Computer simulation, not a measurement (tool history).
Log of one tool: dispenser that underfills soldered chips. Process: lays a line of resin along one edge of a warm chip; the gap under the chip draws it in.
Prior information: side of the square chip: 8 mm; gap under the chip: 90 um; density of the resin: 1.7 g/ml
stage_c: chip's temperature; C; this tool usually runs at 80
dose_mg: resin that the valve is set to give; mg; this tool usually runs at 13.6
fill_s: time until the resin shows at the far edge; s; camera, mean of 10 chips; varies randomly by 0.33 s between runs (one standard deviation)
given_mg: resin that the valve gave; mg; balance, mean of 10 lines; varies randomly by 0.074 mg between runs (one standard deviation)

Run 1, hour 0: usual settings. Result: fill_s 17.9 s, given_mg 13.36 mg.
At hour 5.2: new syringe of resin.
Run 2, hour 10.6: usual settings. Result: fill_s 16.3 s, given_mg 13.23 mg.
At hour 18.6: new syringe of resin.
Run 3, hour 23.4: usual settings. Result: fill_s 16.2 s, given_mg 13.15 mg.
Run 4, hour 29.6: usual settings. Result: fill_s 20.7 s, given_mg 13.2 mg.
At hour 32.3: new syringe of resin.
Run 5, hour 38.5: usual settings but stage_c 82 C. Result: fill_s 15.6 s, given_mg 13.01 mg.
At hour 45.2: new syringe of resin.
Run 6, hour 45.7: usual settings but stage_c 82 C. Result: fill_s 12.1 s, given_mg 13.05 mg.
Run 7, hour 52.5: usual settings but stage_c 82 C. Result: fill_s 16.6 s, given_mg 12.98 mg.
At hour 58.4: new syringe of resin.
Run 8, hour 66.3: usual settings. Result: fill_s 17.5 s, given_mg 12.88 mg.
At hour 71.6: new syringe of resin.
Run 9, hour 75.6: usual settings. Result: fill_s 16.8 s, given_mg 12.79 mg.
At hour 85: new syringe of resin.
At hour 86: dispensing valve cleaned and set on the balance.
Run 10, hour 88.8: usual settings. Result: fill_s 15.3 s, given_mg 13.58 mg.
At hour 99.5: new syringe of resin.
Run 11, hour 102.4: usual settings. Result: fill_s 15.2 s, given_mg 13.47 mg.
Run 12, hour 111.6: usual settings. Result: fill_s 21.4 s, given_mg 13.41 mg.
At hour 112.6: new syringe of resin.
Run 13, hour 120.5: usual settings but stage_c 89 C, dose_mg 14.2 mg. Result: fill_s 11.4 s, given_mg 13.99 mg.
At hour 125.2: new syringe of resin.
Run 14, hour 132.4: usual settings but stage_c 67 C, dose_mg 14.3 mg. Result: fill_s 36.3 s, given_mg 14.08 mg.
At hour 138.1: new syringe of resin.
Run 15, hour 139.8: usual settings but stage_c 67 C, dose_mg 14.3 mg. Result: fill_s 29.1 s, given_mg 13.84 mg.
At hour 151: new syringe of resin.
Run 16, hour 151.5: usual settings but stage_c 66 C, dose_mg 12.8 mg. Result: fill_s 29.7 s, given_mg 12.33 mg.
At hour 163.6: new syringe of resin.
Run 17, hour 163.7: usual settings but stage_c 66 C, dose_mg 15.7 mg. Result: fill_s 28.1 s, given_mg 15.1 mg.
Run 18, hour 175.5: usual settings but stage_c 81 C. Result: fill_s 20.1 s, given_mg 12.99 mg.
At hour 176.8: new syringe of resin.
Run 19, hour 187.7: usual settings but stage_c 92 C, dose_mg 13.5 mg. Result: fill_s 11 s, given_mg 12.72 mg.
At hour 189.9: new syringe of resin.
Run 20, hour 195.4: usual settings but stage_c 92 C, dose_mg 13.5 mg. Result: fill_s 9.1 s, given_mg 12.74 mg.
At hour 202.5: new syringe of resin.
Run 21, hour 202.5: usual settings but stage_c 75 C, dose_mg 14.5 mg. Result: fill_s 18.4 s, given_mg 13.67 mg.

Estimate the outcome of run 22 from the log above:
Run 22, hour 209.1: usual settings but dose_mg 12 mg. Result: fill_s ?, given_mg ?.

Run 22 yielded fill_s 18.7 s, given_mg 11.19 mg.
Were there no unlogged condition in the tool, this run, its random variation unchanged, would have produced fill_s 13.9 s, given_mg 11.95 mg.

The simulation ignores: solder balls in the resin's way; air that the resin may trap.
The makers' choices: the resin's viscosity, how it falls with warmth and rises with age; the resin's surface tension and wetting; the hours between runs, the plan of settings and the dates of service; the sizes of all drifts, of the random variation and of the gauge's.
